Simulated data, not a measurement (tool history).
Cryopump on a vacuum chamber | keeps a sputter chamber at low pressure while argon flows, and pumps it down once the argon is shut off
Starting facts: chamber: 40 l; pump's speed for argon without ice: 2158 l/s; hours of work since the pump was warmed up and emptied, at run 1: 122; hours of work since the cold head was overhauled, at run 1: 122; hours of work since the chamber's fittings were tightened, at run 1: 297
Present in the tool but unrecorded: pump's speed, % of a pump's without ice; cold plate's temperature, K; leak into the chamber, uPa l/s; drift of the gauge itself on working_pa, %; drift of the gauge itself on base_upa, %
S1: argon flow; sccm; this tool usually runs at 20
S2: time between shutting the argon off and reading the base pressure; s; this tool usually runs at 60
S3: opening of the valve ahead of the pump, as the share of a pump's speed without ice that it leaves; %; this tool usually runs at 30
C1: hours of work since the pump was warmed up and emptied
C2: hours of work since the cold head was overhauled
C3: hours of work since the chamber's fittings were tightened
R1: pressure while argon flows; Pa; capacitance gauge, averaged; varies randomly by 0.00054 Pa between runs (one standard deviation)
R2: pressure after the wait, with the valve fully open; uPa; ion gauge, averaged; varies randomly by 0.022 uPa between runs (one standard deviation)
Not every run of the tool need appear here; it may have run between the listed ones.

Run 1, hour 0.0: usual settings; C1 122; C2 122; C3 297. Result: R1 0.0525 Pa, R2 0.77 uPa.
Run 2, hour 16.5: usual settings; C1 132; C2 132; C3 307. Result: R1 0.0529 Pa, R2 0.78 uPa.
Run 3, hour 30.1: usual settings but S1 26 sccm; C1 140; C2 140; C3 316. Result: R1 0.0693 Pa, R2 0.78 uPa.
Run 4, hour 44.1: usual settings but S1 18 sccm; C1 149; C2 149; C3 325. Result: R1 0.0479 Pa, R2 0.78 uPa.
Run 5, hour 55.8: usual settings but S1 18 sccm, S2 51 s; C1 157; C2 157; C3 332. Result: R1 0.0483 Pa, R2 0.87 uPa.
Run 6, hour 67.1: usual settings but S1 18 sccm, S2 51 s; C1 164; C2 164; C3 339. Result: R1 0.0489 Pa, R2 0.87 uPa.
Run 7, hour 77.6: usual settings but S1 12 sccm; C1 170; C2 170; C3 346. Result: R1 0.0315 Pa, R2 0.79 uPa.
Run 8, hour 95.3: usual settings but S1 9 sccm; C1 181; C2 181; C3 357. Result: R1 0.0238 Pa, R2 0.79 uPa.
Run 9, hour 105.4: usual settings but S1 9 sccm; C1 188; C2 188; C3 363. Result: R1 0.0242 Pa, R2 0.81 uPa.
Run 10, hour 121.0: usual settings but S1 9 sccm; C1 197; C2 197; C3 373. Result: R1 0.0230 Pa, R2 0.81 uPa.
Run 11, hour 141.8: usual settings but S1 10 sccm, S3 17 %; C1 210; C2 210; C3 386. Result: R1 0.0468 Pa, R2 0.83 uPa.
Run 12, hour 151.0: usual settings but S1 21 sccm, S2 31 s, S3 17 %; C1 216; C2 216; C3 392. Result: R1 0.0971 Pa, R2 1.22 uPa.
Run 13, hour 166.4: usual settings but S1 21 sccm, S2 31 s, S3 17 %; C1 226; C2 226; C3 401. Result: R1 0.0986 Pa, R2 1.23 uPa.
Run 14, hour 185.0: usual settings but S1 21 sccm, S2 31 s, S3 17 %; C1 237; C2 237; C3 413. Result: R1 0.0993 Pa, R2 1.20 uPa.
Run 15, hour 196.2: usual settings but S1 36 sccm, S3 34 %; C1 244; C2 244; C3 420. Result: R1 0.0854 Pa, R2 0.88 uPa.
Run 16, hour 213.6: usual settings but S1 8 sccm, S2 85 s, S3 34 %; C1 255; C2 255; C3 431. Result: R1 0.0193 Pa, R2 0.75 uPa.
Run 17, hour 231.4: usual settings but S1 22 sccm, S2 123 s, S3 19 %; C1 266; C2 266; C3 442. Result: R1 0.0929 Pa, R2 0.67 uPa.
Run 18, hour 247.2: usual settings but S1 30 sccm, S2 29 s; C1 276; C2 276; C3 452. Result: R1 0.0794 Pa, R2 1.34 uPa.

Branching from run 18: 3 alternative next runs. What would each branch give?
Run A, hour 266.4: usual settings but S2 23 s; C1 288; C2 288; C3 464. Result: R1 ?, R2 ?.
Run B, hour 266.4: usual settings but S1 14 sccm, S2 37 s, S3 39 %; C1 288; C2 288; C3 464. Result: R1 ?, R2 ?.
Run C, hour 266.4: usual settings but S1 19 sccm, S2 75 s; C1 288; C2 288; C3 464. Result: R1 ?, R2 ?.

run      R1    R2
  A  0.0540  1.61
  B  0.0306  1.16
  C  0.0520  0.84
Without the tool's unlogged condition, the same runs would have read:
run      R1    R2
  A  0.0522  1.25
  B  0.0293  0.80
  C  0.0503  0.48
